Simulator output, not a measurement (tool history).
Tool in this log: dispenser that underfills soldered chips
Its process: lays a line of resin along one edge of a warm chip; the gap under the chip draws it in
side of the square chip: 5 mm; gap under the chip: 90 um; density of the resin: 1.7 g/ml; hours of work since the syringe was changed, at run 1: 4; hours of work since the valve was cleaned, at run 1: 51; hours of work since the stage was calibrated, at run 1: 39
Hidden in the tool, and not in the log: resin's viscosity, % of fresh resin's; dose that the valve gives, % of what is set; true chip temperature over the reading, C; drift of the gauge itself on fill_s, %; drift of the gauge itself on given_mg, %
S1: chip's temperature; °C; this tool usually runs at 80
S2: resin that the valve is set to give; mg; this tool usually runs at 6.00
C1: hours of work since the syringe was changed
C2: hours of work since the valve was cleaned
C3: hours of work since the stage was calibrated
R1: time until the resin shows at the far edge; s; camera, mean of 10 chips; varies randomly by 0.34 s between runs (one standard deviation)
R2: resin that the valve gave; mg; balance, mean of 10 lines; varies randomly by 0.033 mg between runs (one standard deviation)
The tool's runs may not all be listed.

Run 1, day 0.000: usual settings; C1 4; C2 51; C3 39. Result: R1 22.3 s, R2 5.79 mg.
Run 2, day 0.196: usual settings; C1 7; C2 54; C3 42. Result: R1 28.8 s, R2 5.77 mg.
At day 0.258: new syringe of resin.
Run 3, day 0.404: usual settings; C1 2; C2 57; C3 45. Result: R1 18.6 s, R2 5.74 mg.
Run 4, day 0.596: usual settings but S1 72 °C; C1 5; C2 60; C3 48. Result: R1 34.4 s, R2 5.79 mg.
Run 5, day 0.700: usual settings but S1 94 °C; C1 7; C2 62; C3 50. Result: R1 18.0 s, R2 5.72 mg.
At day 0.788: new syringe of resin.
Run 6, day 0.883: usual settings but S1 90 °C; C1 2; C2 65; C3 53. Result: R1 12.2 s, R2 5.76 mg.
Run 7, day 1.088: usual settings but S1 90 °C, S2 6.16 mg; C1 5; C2 68; C3 56. Result: R1 16.4 s, R2 5.84 mg.
Run 8, day 1.229: usual settings but S1 90 °C, S2 6.16 mg; C1 7; C2 70; C3 58. Result: R1 19.9 s, R2 5.89 mg.
At day 1.308: new syringe of resin.
Run 9, day 1.454: usual settings; C1 2; C2 73; C3 62. Result: R1 19.1 s, R2 5.69 mg.
Run 10, day 1.558: usual settings but S1 93 °C; C1 4; C2 75; C3 63. Result: R1 14.5 s, R2 5.73 mg.
Run 11, day 1.771: usual settings but S1 65 °C; C1 7; C2 79; C3 67. Result: R1 54.5 s, R2 5.69 mg.
At day 1.842: new syringe of resin.
Run 12, day 1.908: usual settings but S2 6.87 mg; C1 1; C2 81; C3 69. Result: R1 17.2 s, R2 6.52 mg.
Run 13, day 1.996: usual settings; C1 2; C2 82; C3 70. Result: R1 20.0 s, R2 5.67 mg.
Run 14, day 2.142: usual settings; C1 5; C2 84; C3 72. Result: R1 24.1 s, R2 5.72 mg.
Run 15, day 2.267: usual settings but S1 90 °C; C1 7; C2 86; C3 74. Result: R1 20.1 s, R2 5.65 mg.
At day 2.367: new syringe of resin.
Run 16, day 2.442: usual settings but S1 90 °C; C1 1; C2 89; C3 77. Result: R1 12.1 s, R2 5.67 mg.
Run 17, day 2.621: usual settings but S1 90 °C; C1 4; C2 92; C3 80. Result: R1 15.5 s, R2 5.60 mg.
Run 18, day 2.825: usual settings but S1 72 °C; C1 7; C2 95; C3 83. Result: R1 39.8 s, R2 5.60 mg.
At day 2.900: new syringe of resin.
Run 19, day 2.929: usual settings but S1 77 °C, S2 5.58 mg; C1 0; C2 96; C3 84. Result: R1 19.0 s, R2 5.20 mg.
Run 20, day 3.112: usual settings but S1 73 °C, S2 6.62 mg; C1 3; C2 99; C3 87. Result: R1 27.5 s, R2 6.21 mg.
Run 21, day 3.296: usual settings but S1 69 °C, S2 7.53 mg; C1 6; C2 102; C3 90. Result: R1 41.2 s, R2 7.06 mg.
At day 3.433: new syringe of resin.
Run 22, day 3.496: usual settings but S1 94 °C, S2 6.10 mg; C1 1; C2 105; C3 93. Result: R1 10.4 s, R2 5.71 mg.
Run 23, day 3.596: usual settings but S1 91 °C, S2 6.36 mg; C1 3; C2 107; C3 95. Result: R1 13.3 s, R2 5.93 mg.
Run 24, day 3.688: usual settings but S1 91 °C, S2 5.18 mg; C1 4; C2 108; C3 96. Result: R1 15.6 s, R2 4.83 mg.
Run 25, day 3.842: usual settings but S1 82 °C, S2 6.35 mg; C1 6; C2 111; C3 99. Result: R1 25.9 s, R2 5.89 mg.
At day 3.958: new syringe of resin.
Run 26, day 4.033: usual settings but S1 82 °C, S2 6.35 mg; C1 1; C2 114; C3 102. Result: R1 16.2 s, R2 5.89 mg.
Run 27, day 4.129: usual settings but S1 82 °C, S2 5.23 mg; C1 3; C2 115; C3 103. Result: R1 19.6 s, R2 4.84 mg.
Run 28, day 4.221: usual settings but S1 82 °C, S2 5.23 mg; C1 4; C2 117; C3 105. Result: R1 22.6 s, R2 4.84 mg.
Run 29, day 4.321: usual settings but S1 72 °C, S2 5.97 mg; C1 6; C2 118; C3 106. Result: R1 36.0 s, R2 5.50 mg.
Run 30, day 4.417: usual settings but S1 79 °C, S2 6.90 mg; C1 7; C2 120; C3 108. Result: R1 31.1 s, R2 6.35 mg.
At day 4.479: new syringe of resin.
Run 31, day 4.579: usual settings but S1 79 °C, S2 6.90 mg; C1 2; C2 122; C3 110. Result: R1 18.5 s, R2 6.33 mg.
Run 32, day 4.792: usual settings but S1 87 °C, S2 7.52 mg; C1 5; C2 125; C3 113. Result: R1 18.6 s, R2 6.91 mg.
At day 5.008: new syringe of resin.
Run 33, day 5.008: usual settings but S1 74 °C, S2 7.59 mg; C1 0; C2 129; C3 117. Result: R1 19.1 s, R2 6.97 mg.
Run 34, day 5.183: usual settings but S2 7.63 mg; C1 3; C2 131; C3 119. Result: R1 19.6 s, R2 6.97 mg.
Run 35, day 5.371: usual settings but S2 7.63 mg; C1 6; C2 134; C3 122. Result: R1 25.3 s, R2 7.01 mg.
At day 5.538: new syringe of resin.
Run 36, day 5.596: usual settings but S1 67 °C, S2 5.82 mg; C1 1; C2 138; C3 126. Result: R1 28.3 s, R2 5.29 mg.

Consider 4 possible next runs. They are alternatives, not a sequence: every one starts from the tool as it was left by run 36. What does each give?
Run A, day 5.704: usual settings but S1 74 °C, S2 6.70 mg; C1 3; C2 139; C3 128. Result: R1 ?, R2 ?.
Run B, day 5.704: usual settings but S1 70 °C, S2 5.82 mg; C1 3; C2 139; C3 128. Result: R1 ?, R2 ?.
Run C, day 5.704: usual settings but S1 73 °C, S2 6.12 mg; C1 3; C2 139; C3 128. Result: R1 ?, R2 ?.
Run D, day 5.704: usual settings but S1 90 °C, S2 6.92 mg; C1 3; C2 139; C3 128. Result: R1 ?, R2 ?.

run    R1    R2
  A  25.2  6.05
  B  28.7  5.33
  C  26.7  5.55
  D  13.8  6.31
Stripped of hidden state, with their random variation kept, the same runs would have yielded:
run    R1    R2
  A  19.1  6.66
  B  21.4  5.86
  C  20.2  6.11
  D  10.6  6.94
